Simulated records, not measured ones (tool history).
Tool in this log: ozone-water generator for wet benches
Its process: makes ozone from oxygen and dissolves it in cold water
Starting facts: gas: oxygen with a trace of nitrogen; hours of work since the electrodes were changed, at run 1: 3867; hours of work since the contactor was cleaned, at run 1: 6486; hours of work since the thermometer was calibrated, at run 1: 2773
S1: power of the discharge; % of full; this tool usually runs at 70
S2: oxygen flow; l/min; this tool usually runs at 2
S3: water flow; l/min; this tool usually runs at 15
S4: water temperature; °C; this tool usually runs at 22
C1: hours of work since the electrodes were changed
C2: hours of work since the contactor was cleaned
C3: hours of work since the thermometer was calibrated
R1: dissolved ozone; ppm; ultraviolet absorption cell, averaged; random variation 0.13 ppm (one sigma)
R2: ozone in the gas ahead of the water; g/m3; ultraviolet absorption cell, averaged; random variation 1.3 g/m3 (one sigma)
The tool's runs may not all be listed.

| run | hour | S1 | S2 | S3 | S4 | C1 | C2 | C3 | R1 | R2 |
|---|---|---|---|---|---|---|---|---|---|---|
| 1 | 0 | 70 | 2 | 15 | 22 | 3867 | 6486 | 2773 | 15 | 244 |
| 2 | 92.9 | 70 | 2 | 15 | 22 | 3951 | 6570 | 2857 | 15 | 240.1 |
| 3 | 179.1 | 70 | 1.62 | 15 | 22 | 4029 | 6648 | 2934 | 14.4 | 270.3 |
| 4 | 280.4 | 70 | 2 | 15 | 24 | 4121 | 6739 | 3026 | 14.8 | 239 |
| 5 | 366.7 | 70 | 2 | 15 | 24 | 4199 | 6817 | 3104 | 14.5 | 240 |
|  | 388.1 | water thermometer calibrated |
| 6 | 414.8 | 70 | 2 | 20 | 22 | 4242 | 6860 | 24 | 10.9 | 238.5 |
| 7 | 499.6 | 70 | 1.7 | 15 | 22 | 4318 | 6937 | 101 | 14.6 | 261.3 |
| 8 | 600.8 | 70 | 1.7 | 15 | 22 | 4410 | 7028 | 192 | 14.7 | 262.3 |
| 9 | 670.6 | 70 | 1.7 | 15 | 22 | 4473 | 7091 | 255 | 14.6 | 261 |
| 10 | 752.4 | 70 | 1.7 | 15 | 22 | 4547 | 7165 | 329 | 14.7 | 258.5 |
| 11 | 796.9 | 70 | 1.7 | 15 | 22 | 4587 | 7206 | 369 | 14.8 | 263.4 |
| 12 | 889.5 | 70 | 1.7 | 15 | 22 | 4671 | 7289 | 453 | 14.8 | 261.7 |
| 13 | 945.3 | 70 | 2 | 15 | 22 | 4721 | 7340 | 504 | 14.7 | 234.2 |
| 14 | 1016.1 | 70 | 2 | 15 | 22 | 4785 | 7404 | 568 | 15 | 234.7 |
| 15 | 1103.3 | 70 | 2 | 15 | 22 | 4864 | 7482 | 646 | 14.9 | 235 |
| 16 | 1149.8 | 70 | 2 | 15 | 22 | 4906 | 7525 | 688 | 15.1 | 234.8 |
| 17 | 1219 | 70 | 2 | 15 | 22 | 4968 | 7587 | 751 | 15.1 | 236.4 |
| 18 | 1324.5 | 84 | 1.61 | 10 | 20 | 5064 | 7682 | 846 | 25.3 | 299.7 |

What will run 19 give?
| 19 | 1378.5 | 77 | 1.29 | 15 | 17 | 5113 | 7731 | 895 | ? | ? |

{"run 19": {"R1": 15.4, "R2": 321.8}}
The same run, on a tool lacking any hidden state, would have yielded R1 15.5 ppm, R2 331.7 g/m3.
